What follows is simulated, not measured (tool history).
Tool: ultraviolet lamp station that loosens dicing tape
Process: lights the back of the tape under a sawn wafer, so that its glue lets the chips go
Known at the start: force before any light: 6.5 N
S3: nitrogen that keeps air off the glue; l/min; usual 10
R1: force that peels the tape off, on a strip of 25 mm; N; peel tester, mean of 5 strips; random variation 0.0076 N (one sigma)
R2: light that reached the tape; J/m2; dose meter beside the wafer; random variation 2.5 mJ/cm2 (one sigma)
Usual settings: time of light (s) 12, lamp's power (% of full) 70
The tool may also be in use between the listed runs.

Run 1, hour 0.0: usual settings. Result: R1 0.359 N, R2 2580 J/m2.
Run 2, hour 23.9: usual settings. Result: R1 0.352 N, R2 2590 J/m2.
Run 3, hour 44.6: usual settings. Result: R1 0.355 N, R2 2560 J/m2.
Run 4, hour 66.2: usual settings but lamp's power (% of full) 76. Result: R1 0.302 N, R2 2760 J/m2.
Run 5, hour 95.9: usual settings but lamp's power (% of full) 71. Result: R1 0.358 N, R2 2600 J/m2.
Run 6, hour 117.3: usual settings but lamp's power (% of full) 71. Result: R1 0.370 N, R2 2580 J/m2.
Run 7, hour 135.8: usual settings but lamp's power (% of full) 71. Result: R1 0.348 N, R2 2530 J/m2.
Run 8, hour 157.6: usual settings but S3 4 l/min. Result: R1 0.723 N, R2 2500 J/m2.
Run 9, hour 184.2: usual settings but S3 4 l/min. Result: R1 0.759 N, R2 2510 J/m2.
Run 10, hour 213.3: usual settings but S3 4 l/min. Result: R1 0.760 N, R2 2450 J/m2.
At hour 216.1: window cleaned of glue's vapour.
Run 11, hour 242.9: usual settings but S3 4 l/min. Result: R1 0.847 N, R2 2340 J/m2.
Run 12, hour 266.5: usual settings. Result: R1 0.443 N, R2 2280 J/m2.
Run 13, hour 293.6: usual settings but lamp's power (% of full) 61. Result: R1 0.585 N, R2 2000 J/m2.
Run 14, hour 320.9: usual settings but time of light (s) 15, lamp's power (% of full) 89, S3 5 l/min. Result: R1 0.319 N, R2 3640 J/m2.
Run 15, hour 344.4: usual settings but time of light (s) 11, lamp's power (% of full) 89, S3 19 l/min. Result: R1 0.249 N, R2 2620 J/m2.
Run 16, hour 367.7: usual settings but time of light (s) 17, lamp's power (% of full) 68, S3 8 l/min. Result: R1 0.310 N, R2 3090 J/m2.
At hour 396.0: window cleaned of glue's vapour, once more.
Run 17, hour 397.0: usual settings but time of light (s) 17, lamp's power (% of full) 68, S3 8 l/min. Result: R1 0.244 N, R2 3600 J/m2.
Run 18, hour 412.7: usual settings but time of light (s) 7, lamp's power (% of full) 90, S3 14 l/min. Result: R1 0.478 N, R2 1970 J/m2.
Run 19, hour 426.1: usual settings but time of light (s) 7, lamp's power (% of full) 90, S3 14 l/min. Result: R1 0.487 N, R2 1940 J/m2.
Run 20, hour 446.5: usual settings but time of light (s) 7, lamp's power (% of full) 90, S3 14 l/min. Result: R1 0.490 N, R2 1960 J/m2.
Run 21, hour 472.4: usual settings but time of light (s) 7, lamp's power (% of full) 90, S3 11 l/min. Result: R1 0.581 N, R2 1940 J/m2.
Run 22, hour 496.6: usual settings but time of light (s) 7, lamp's power (% of full) 61, S3 11 l/min. Result: R1 1.172 N, R2 1310 J/m2.
Run 23, hour 515.5: usual settings but S3 3 l/min. Result: R1 0.896 N, R2 2550 J/m2.

Forecast each of these 5 alternatives for the next run:
Run A, hour 530.5: usual settings but lamp's power (% of full) 99, S3 3 l/min. Result: R1 ?, R2 ?.
Run B, hour 530.5: usual settings but time of light (s) 17, S3 3 l/min. Result: R1 ?, R2 ?.
Run C, hour 530.5: usual settings but time of light (s) 15, lamp's power (% of full) 66, S3 5 l/min. Result: R1 ?, R2 ?.
Run D, hour 530.5: usual settings but time of light (s) 10, S3 3 l/min. Result: R1 ?, R2 ?.
Run E, hour 530.5: usual settings but time of light (s) 10, S3 6 l/min. Result: R1 ?, R2 ?.

run     R1    R2
  A  0.465  3610
  B  0.472  3650
  C  0.433  3030
  D  1.205  2150
  E  0.754  2110
Without the tool's hidden state the same runs would have given:
run     R1    R2
  A  0.350  4210
  B  0.354  4250
  C  0.326  3520
  D  0.939  2510
  E  0.564  2460

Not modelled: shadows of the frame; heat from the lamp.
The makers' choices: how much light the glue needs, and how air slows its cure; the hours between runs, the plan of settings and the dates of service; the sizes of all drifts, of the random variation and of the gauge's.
